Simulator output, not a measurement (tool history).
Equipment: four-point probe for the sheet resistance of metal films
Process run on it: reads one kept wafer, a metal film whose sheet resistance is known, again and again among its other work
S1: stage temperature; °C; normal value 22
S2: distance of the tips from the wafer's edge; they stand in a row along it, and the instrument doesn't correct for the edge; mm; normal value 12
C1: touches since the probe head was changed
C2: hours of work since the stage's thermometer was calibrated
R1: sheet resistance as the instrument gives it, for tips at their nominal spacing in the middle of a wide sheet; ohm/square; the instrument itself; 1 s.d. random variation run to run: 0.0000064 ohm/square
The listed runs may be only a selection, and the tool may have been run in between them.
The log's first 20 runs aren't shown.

| run | hour | S1 | S2 | C1 | C2 | R1 |
|---|---|---|---|---|---|---|
| 21 | 1121.9 | 30 | 4 | 134693 | 499 | 0.033238 |
| 22 | 1191.6 | 30 | 4 | 137819 | 538 | 0.033233 |
| 23 | 1223.1 | 20 | 30 | 139234 | 556 | 0.032083 |
| 24 | 1290.9 | 20 | 27 | 142275 | 594 | 0.032077 |
| 25 | 1334.6 | 27 | 30 | 144233 | 619 | 0.03215 |
| 26 | 1365 | 21 | 17 | 145594 | 636 | 0.032135 |
| 27 | 1417.9 | 28 | 12 | 147966 | 666 | 0.032287 |
| 28 | 1467.4 | 34 | 20 | 150187 | 694 | 0.032282 |
| 29 | 1525.1 | 34 | 12 | 152773 | 726 | 0.03235 |
| 30 | 1594.2 | 32 | 33 | 155874 | 765 | 0.032228 |
| 31 | 1637.3 | 27 | 69 | 157806 | 789 | 0.032162 |

Run 32, settings as shown, results not yet in. Your forecast:
| 32 | 1706.7 | 34 | 73 | 160918 | 828 | ? |

R1: 0.03223 ohm/square
Without the tool's hidden state the same run would have given R1 0.03223 ohm/square.
